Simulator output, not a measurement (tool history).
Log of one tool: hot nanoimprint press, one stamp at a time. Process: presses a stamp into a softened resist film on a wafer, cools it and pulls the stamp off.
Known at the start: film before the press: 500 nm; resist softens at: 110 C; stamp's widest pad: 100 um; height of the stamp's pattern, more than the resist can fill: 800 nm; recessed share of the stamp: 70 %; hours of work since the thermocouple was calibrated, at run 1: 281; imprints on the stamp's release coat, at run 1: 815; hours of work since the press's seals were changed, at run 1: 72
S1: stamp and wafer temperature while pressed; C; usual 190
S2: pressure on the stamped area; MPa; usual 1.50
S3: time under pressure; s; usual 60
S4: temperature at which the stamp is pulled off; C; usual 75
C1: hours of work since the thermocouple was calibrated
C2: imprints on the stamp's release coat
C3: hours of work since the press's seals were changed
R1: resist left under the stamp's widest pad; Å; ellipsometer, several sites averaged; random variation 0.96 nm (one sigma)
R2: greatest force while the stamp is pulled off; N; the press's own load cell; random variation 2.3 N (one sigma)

run   hour   S1    S2   S3  S4   C1   C2   C3    R1   R2
  1    0.0  190  1.50   60  75  281  815   72  2366  136
  2   13.5  190  1.50   60  75  288  850   79  2379  139
  3   26.9  190  1.50   60  75  295  885   85  2392  145
  4   46.7  190  1.50   60  75  304  937   95  2370  146
      65.5  -- stamp cleaned and given a new release coat
  5   70.5  200  1.50   60  75  313   13  103  1449  107
  6   81.9  190  1.50   60  75  318   43  109  2365  107
  7   93.1  190  1.50   60  75  324   72  114  2370  105
  8  112.8  190  1.50   60  75  333  123  124  2365  108
  9  126.4  190  1.74   60  77  340  159  131  2219  109
 10  135.9  190  0.98  102  75  344  184  135  2306  106
 11  144.1  197  1.93   40  63  348  205  139  1759  138
 12  162.4  188  1.93   40  73  357  253  148  2727  119
 13  174.3  188  1.93   40  73  363  284  154  2731  118

Run 14 comes next. What will it give?
 14  183.8  190  1.49  44  83  368  309  158   ?   ?

Run 14 gave R1 2637 Å, R2 101 N.
Without the tool's hidden state the same run would have given R1 2728 Å, R2 92 N.
